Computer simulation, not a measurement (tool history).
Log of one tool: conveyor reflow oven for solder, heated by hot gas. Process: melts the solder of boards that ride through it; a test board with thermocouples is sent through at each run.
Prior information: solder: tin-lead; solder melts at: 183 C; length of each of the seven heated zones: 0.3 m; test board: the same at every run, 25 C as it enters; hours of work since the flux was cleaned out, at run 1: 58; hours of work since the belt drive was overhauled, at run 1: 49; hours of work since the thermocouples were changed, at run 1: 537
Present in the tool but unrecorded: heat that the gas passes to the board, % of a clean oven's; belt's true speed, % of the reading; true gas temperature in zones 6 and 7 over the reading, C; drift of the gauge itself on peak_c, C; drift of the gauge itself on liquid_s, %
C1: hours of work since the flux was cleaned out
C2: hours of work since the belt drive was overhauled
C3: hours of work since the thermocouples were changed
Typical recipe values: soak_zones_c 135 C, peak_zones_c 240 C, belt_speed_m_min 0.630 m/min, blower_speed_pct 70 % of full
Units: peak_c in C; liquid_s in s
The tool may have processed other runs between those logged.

run 1 day=0.000 | soak_zones_c=135 peak_zones_c=240 belt_speed_m_min=0.630 blower_speed_pct=70 | C1=58 C2=49 C3=537 | peak_c=221.9 liquid_s=44.52
run 2 day=0.325 | soak_zones_c=129 peak_zones_c=240 belt_speed_m_min=0.630 blower_speed_pct=70 | C1=63 C2=54 C3=542 | peak_c=220.7 liquid_s=42.41
run 3 day=0.550 | soak_zones_c=129 peak_zones_c=240 belt_speed_m_min=0.630 blower_speed_pct=70 | C1=66 C2=57 C3=545 | peak_c=220.9 liquid_s=42.32
run 4 day=0.767 | soak_zones_c=135 peak_zones_c=240 belt_speed_m_min=0.553 blower_speed_pct=70 | C1=70 C2=61 C3=549 | peak_c=225.8 liquid_s=53.43
run 5 day=1.167 | soak_zones_c=135 peak_zones_c=240 belt_speed_m_min=0.553 blower_speed_pct=70 | C1=76 C2=67 C3=555 | peak_c=225.7 liquid_s=53.29
run 6 day=1.642 | soak_zones_c=135 peak_zones_c=240 belt_speed_m_min=0.630 blower_speed_pct=70 | C1=83 C2=74 C3=562 | peak_c=221.6 liquid_s=44.31
run 7 day=2.096 | soak_zones_c=135 peak_zones_c=240 belt_speed_m_min=0.630 blower_speed_pct=70 | C1=90 C2=81 C3=569 | peak_c=221.5 liquid_s=44.28
run 8 day=2.354 | soak_zones_c=135 peak_zones_c=240 belt_speed_m_min=0.630 blower_speed_pct=70 | C1=94 C2=85 C3=573 | peak_c=221.4 liquid_s=44.33
run 9 day=2.875 | soak_zones_c=135 peak_zones_c=240 belt_speed_m_min=0.674 blower_speed_pct=70 | C1=102 C2=93 C3=581 | peak_c=219.0 liquid_s=39.75
run 10 day=3.192 | soak_zones_c=135 peak_zones_c=248 belt_speed_m_min=0.630 blower_speed_pct=70 | C1=107 C2=98 C3=586 | peak_c=228.4 liquid_s=47.54
run 11 day=3.508 | soak_zones_c=128 peak_zones_c=248 belt_speed_m_min=0.630 blower_speed_pct=70 | C1=112 C2=103 C3=591 | peak_c=226.9 liquid_s=45.36
run 12 day=3.725 | soak_zones_c=135 peak_zones_c=240 belt_speed_m_min=0.630 blower_speed_pct=70 | C1=115 C2=107 C3=594 | peak_c=221.1 liquid_s=44.24
run 13 day=4.154 | soak_zones_c=135 peak_zones_c=240 belt_speed_m_min=0.630 blower_speed_pct=52 | C1=122 C2=113 C3=601 | peak_c=216.3 liquid_s=40.76
run 14 day=4.533 | soak_zones_c=135 peak_zones_c=240 belt_speed_m_min=0.630 blower_speed_pct=70 | C1=128 C2=119 C3=607 | peak_c=220.8 liquid_s=44.19
run 15 day=4.862 | soak_zones_c=135 peak_zones_c=240 belt_speed_m_min=0.630 blower_speed_pct=70 | C1=133 C2=124 C3=612 | peak_c=221.3 liquid_s=44.09
run 16 day=5.238 | soak_zones_c=135 peak_zones_c=240 belt_speed_m_min=0.630 blower_speed_pct=70 | C1=139 C2=130 C3=618 | peak_c=221.1 liquid_s=44.04
run 17 day=5.525 | soak_zones_c=124 peak_zones_c=249 belt_speed_m_min=0.670 blower_speed_pct=75 | C1=143 C2=134 C3=622 | peak_c=225.8 liquid_s=41.18
run 18 day=5.925 | soak_zones_c=142 peak_zones_c=249 belt_speed_m_min=0.709 blower_speed_pct=75 | C1=149 C2=141 C3=628 | peak_c=227.0 liquid_s=43.08
run 19 day=6.146 | soak_zones_c=131 peak_zones_c=237 belt_speed_m_min=0.722 blower_speed_pct=81 | C1=153 C2=144 C3=632 | peak_c=215.4 liquid_s=34.34
-- day=6.771 flux residue cleaned out of gas plates and filters
run 20 day=6.788 | soak_zones_c=131 peak_zones_c=237 belt_speed_m_min=0.756 blower_speed_pct=81 | C1=0 C2=151 C3=638 | peak_c=215.2 liquid_s=32.50
run 21 day=7.075 | soak_zones_c=140 peak_zones_c=240 belt_speed_m_min=0.546 blower_speed_pct=70 | C1=5 C2=155 C3=643 | peak_c=227.0 liquid_s=56.08
run 22 day=7.462 | soak_zones_c=140 peak_zones_c=240 belt_speed_m_min=0.546 blower_speed_pct=70 | C1=11 C2=161 C3=649 | peak_c=226.9 liquid_s=56.28
run 23 day=7.762 | soak_zones_c=123 peak_zones_c=255 belt_speed_m_min=0.619 blower_speed_pct=59 | C1=15 C2=166 C3=653 | peak_c=230.4 liquid_s=46.72
run 24 day=8.288 | soak_zones_c=132 peak_zones_c=252 belt_speed_m_min=0.630 blower_speed_pct=70 | C1=23 C2=174 C3=662 | peak_c=231.8 liquid_s=48.49
-- day=8.458 thermocouples of zones 6 and 7 changed
run 25 day=8.679 | soak_zones_c=144 peak_zones_c=238 belt_speed_m_min=0.578 blower_speed_pct=57 | C1=28 C2=179 C3=3 | peak_c=222.2 liquid_s=51.49
run 26 day=9.079 | soak_zones_c=144 peak_zones_c=238 belt_speed_m_min=0.578 blower_speed_pct=57 | C1=34 C2=185 C3=10 | peak_c=222.2 liquid_s=51.48
run 27 day=9.508 | soak_zones_c=121 peak_zones_c=238 belt_speed_m_min=0.578 blower_speed_pct=64 | C1=41 C2=191 C3=16 | peak_c=220.4 liquid_s=44.48
run 28 day=9.900 | soak_zones_c=128 peak_zones_c=240 belt_speed_m_min=0.630 blower_speed_pct=86 | C1=47 C2=197 C3=22 | peak_c=225.0 liquid_s=44.88
run 29 day=10.212 | soak_zones_c=130 peak_zones_c=241 belt_speed_m_min=0.630 blower_speed_pct=86 | C1=52 C2=202 C3=27 | peak_c=225.8 liquid_s=45.83
run 30 day=10.558 | soak_zones_c=139 peak_zones_c=235 belt_speed_m_min=0.630 blower_speed_pct=86 | C1=57 C2=208 C3=32 | peak_c=221.7 liquid_s=46.13

The logged runs with the hidden state left out (each run's random variation unchanged):
run=1 peak_c=223.1 liquid_s=45.23
run=2 peak_c=222.1 liquid_s=43.19
run=3 peak_c=222.3 liquid_s=43.12
run=4 peak_c=227.1 liquid_s=54.14
run=5 peak_c=227.0 liquid_s=54.03
run=6 peak_c=223.1 liquid_s=45.13
run=7 peak_c=223.1 liquid_s=45.14
run=8 peak_c=223.0 liquid_s=45.20
run=9 peak_c=220.7 liquid_s=40.71
run=10 peak_c=230.2 liquid_s=48.32
run=11 peak_c=228.7 liquid_s=46.23
run=12 peak_c=222.8 liquid_s=45.21
run=13 peak_c=218.0 liquid_s=41.87
run=14 peak_c=222.7 liquid_s=45.22
run=15 peak_c=223.2 liquid_s=45.14
run=16 peak_c=223.1 liquid_s=45.11
run=17 peak_c=228.1 liquid_s=42.25
run=18 peak_c=229.2 liquid_s=43.97
run=19 peak_c=217.7 liquid_s=35.68
run=20 peak_c=216.1 liquid_s=32.97
run=21 peak_c=228.0 liquid_s=56.49
run=22 peak_c=228.0 liquid_s=56.72
run=23 peak_c=231.5 liquid_s=47.18
run=24 peak_c=233.0 liquid_s=48.92
run=25 peak_c=222.3 liquid_s=51.49
run=26 peak_c=222.3 liquid_s=51.50
run=27 peak_c=220.6 liquid_s=44.61
run=28 peak_c=225.3 liquid_s=45.02
run=29 peak_c=226.2 liquid_s=45.98
run=30 peak_c=222.1 liquid_s=46.30

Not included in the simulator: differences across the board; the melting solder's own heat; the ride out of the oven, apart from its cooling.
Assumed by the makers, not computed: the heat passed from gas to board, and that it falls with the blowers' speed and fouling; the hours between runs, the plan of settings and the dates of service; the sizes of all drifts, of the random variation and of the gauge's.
